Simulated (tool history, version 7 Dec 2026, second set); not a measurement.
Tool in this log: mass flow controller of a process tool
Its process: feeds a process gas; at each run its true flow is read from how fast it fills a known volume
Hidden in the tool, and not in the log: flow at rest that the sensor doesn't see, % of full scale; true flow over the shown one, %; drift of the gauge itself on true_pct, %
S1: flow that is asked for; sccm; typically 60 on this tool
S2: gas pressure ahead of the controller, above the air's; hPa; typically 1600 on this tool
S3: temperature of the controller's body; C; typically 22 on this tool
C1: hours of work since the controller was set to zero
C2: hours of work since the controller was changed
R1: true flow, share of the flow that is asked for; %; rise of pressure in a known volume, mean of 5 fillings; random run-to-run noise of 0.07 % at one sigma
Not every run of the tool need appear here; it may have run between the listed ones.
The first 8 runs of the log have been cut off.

run	hour	S1	S2	S3	C1	C2	R1
9	496.8	60	1600	37	282	282	98.33
10	577.4	60	1600	22	322	322	99.40
11	615.9	60	1600	22	341	341	99.50
12	701.7	60	1600	22	383	383	99.72
13	780.9	60	1600	22	422	422	99.87
# hour 816.9: gauge calibrated
14	872.0	60	1600	38	466	466	97.49
15	926.3	60	1600	38	493	493	97.65
16	999.6	60	2280	38	529	529	97.27
17	1068.2	60	2510	35	562	562	97.23
18	1148.8	58	2770	22	602	602	98.21
19	1202.6	57	2770	36	628	628	97.37
20	1272.0	140	2770	26	662	662	99.31
21	1358.4	60	2400	35	705	705	97.95
22	1425.7	60	2400	35	738	738	98.11
23	1472.8	60	2180	28	761	761	98.82
24	1547.6	32	1600	35	798	798	98.39
25	1590.8	32	1600	35	819	819	98.53
26	1639.9	32	1600	35	843	843	98.48
27	1695.4	60	2380	23	870	870	99.36
28	1763.0	60	2380	23	903	903	99.43
29	1833.7	21	2380	23	938	938	99.04
30	1904.7	198	2380	23	973	973	101.53
31	1972.2	60	2740	28	1006	1006	99.07

Predict each of these 3 candidate next runs independently; none follows another, all start after run 31:
A	2031.7	65	2740	30	1035	1035	?
B	2031.7	60	2290	21	1035	1035	?
C	2031.7	60	2740	38	1035	1035	?

run	R1
A	99.06
B	100.07
C	98.52
Stripped of hidden state, with their random variation kept, the same runs would have yielded:
run	R1
A	97.17
B	98.16
C	96.64
